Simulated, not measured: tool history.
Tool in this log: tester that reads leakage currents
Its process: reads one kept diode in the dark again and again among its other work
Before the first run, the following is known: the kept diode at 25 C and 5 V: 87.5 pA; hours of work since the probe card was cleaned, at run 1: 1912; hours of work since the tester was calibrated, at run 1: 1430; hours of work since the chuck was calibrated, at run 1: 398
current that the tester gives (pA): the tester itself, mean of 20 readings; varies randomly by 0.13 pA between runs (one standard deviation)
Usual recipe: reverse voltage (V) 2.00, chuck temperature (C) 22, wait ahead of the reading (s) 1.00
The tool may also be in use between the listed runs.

run   hour  reverse voltage (V)  chuck temperature (C)  wait ahead of the reading (s)  hours of work since the probe card was cleaned  hours of work since the tester was calibrated  hours of work since the chuck was calibrated  current that the tester gives (pA)
  1    0.0                 2.00                     22                           1.00                                            1912                                           1430                                           398                               42.09
  2   50.6                 2.00                     27                           1.00                                            1942                                           1460                                           428                               65.99
  3   93.2                 2.00                     22                           1.00                                            1967                                           1485                                           454                               42.14
  4  146.9                 2.00                     22                           1.00                                            1999                                           1517                                           485                               42.21
     151.5  -- chuck's temperature calibrated
  5  209.6                 2.00                     22                           1.00                                            2035                                           1553                                            34                               42.26
  6  238.3                 2.00                     50                           1.00                                            2052                                           1570                                            51                              482.98

Predict the results of run 7:
  7  291.9                 4.93                     58                           1.69                                            2084                                           1602                                            83                                   ?

current that the tester gives (pA): 1536.35
The same run, on a tool lacking any hidden state, would have yielded current that the tester gives (pA) 1539.63.
